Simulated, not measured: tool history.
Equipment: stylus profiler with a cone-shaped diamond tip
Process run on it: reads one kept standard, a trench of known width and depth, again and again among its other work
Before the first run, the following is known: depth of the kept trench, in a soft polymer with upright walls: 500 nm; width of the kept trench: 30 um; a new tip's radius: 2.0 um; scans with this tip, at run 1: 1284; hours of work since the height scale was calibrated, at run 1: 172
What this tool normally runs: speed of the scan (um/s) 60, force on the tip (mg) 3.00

run	hour	speed of the scan (um/s)	force on the tip (mg)	scans with this tip	hours of work since the height scale was calibrated	depth of the trench (nm)	width of the trench's floor (µm)
1	0.0	60	3.00	1284	172	507.57	26.96
2	24.1	60	3.00	1391	187	507.29	26.94
3	53.2	110	3.00	1520	204	507.45	26.72
4	76.1	74	3.00	1622	218	507.48	26.80
5	111.4	43	3.00	1778	239	507.34	26.95
6	132.4	43	3.00	1871	251	507.34	26.95
7	168.9	43	3.00	2033	273	507.38	26.92
8	186.4	60	3.00	2111	284	507.38	26.91
9	204.1	60	3.00	2189	294	507.47	26.86
10	238.7	60	2.74	2343	315	506.96	26.86

Expected results for the next run?
# hour 241.7: height scale calibrated on a step standard
11	271.4	33	3.00	2486	18	?	?

Run 11 yielded depth of the trench (nm) 507.51, width of the trench's floor (µm) 26.92.
Take away the tool's hidden state, keep the run-to-run variation as it was, and the same run would have given depth of the trench (nm) 507.11, width of the trench's floor (µm) 27.21.

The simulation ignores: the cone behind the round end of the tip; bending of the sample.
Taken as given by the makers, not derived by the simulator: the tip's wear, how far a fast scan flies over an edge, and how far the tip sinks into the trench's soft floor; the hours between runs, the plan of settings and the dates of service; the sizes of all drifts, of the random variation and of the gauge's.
